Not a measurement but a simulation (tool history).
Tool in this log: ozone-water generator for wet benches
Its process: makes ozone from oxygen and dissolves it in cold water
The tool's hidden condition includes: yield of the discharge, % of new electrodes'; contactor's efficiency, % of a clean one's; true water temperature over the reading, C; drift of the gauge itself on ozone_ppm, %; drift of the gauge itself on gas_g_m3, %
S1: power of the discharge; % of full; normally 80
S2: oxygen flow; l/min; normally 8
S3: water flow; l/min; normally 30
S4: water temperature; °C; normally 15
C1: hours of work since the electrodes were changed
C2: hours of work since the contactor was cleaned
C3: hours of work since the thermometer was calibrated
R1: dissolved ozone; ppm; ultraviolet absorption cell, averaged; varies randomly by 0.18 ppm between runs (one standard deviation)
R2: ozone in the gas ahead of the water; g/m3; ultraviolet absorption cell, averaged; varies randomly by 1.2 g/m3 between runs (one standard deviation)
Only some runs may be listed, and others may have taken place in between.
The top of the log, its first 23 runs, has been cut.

run     day  S1     S2  S3  S4    C1    C2    C3    R1     R2
 24  69.133  67  13.96  28   7  2200  5045  1369    23  129.3
 25  71.471  67   8.23  28   7  2247  5091  1415    23  173.2
 26  73.558  67   8.23  28   7  2288  5133  1456    23  173.5
 27  75.725  80   9.58  46  11  2331  5175  1499  16.1  179.2
 28  78.658  80   8.56  30  21  2389  5234  1557  19.9    190
 29  82.021  47  10.81  48  14  2455  5300  1624  10.7  117.4
 30  84.804  46  10.81  48  14  2511  5355  1679  10.5  116.9
 31  86.829  46  10.81  48  14  2551  5395  1719  10.5  115.1

Branching from run 31: 3 alternative next runs. What would each branch give?
  A  89.896  84   5.95  48  13  2611  5456  1780   ?   ?
  B  89.896  58      8  39  18  2611  5456  1780   ?   ?
  C  89.896  44  10.81  25  14  2611  5456  1780   ?   ?

run    R1     R2
  A  14.3  235.7
  B  13.7  158.9
  C  16.8  112.7
Without the tool's unlogged condition, the same runs would have read:
run    R1     R2
  A  17.5  262.9
  B  16.2    173
  C  19.3  120.6

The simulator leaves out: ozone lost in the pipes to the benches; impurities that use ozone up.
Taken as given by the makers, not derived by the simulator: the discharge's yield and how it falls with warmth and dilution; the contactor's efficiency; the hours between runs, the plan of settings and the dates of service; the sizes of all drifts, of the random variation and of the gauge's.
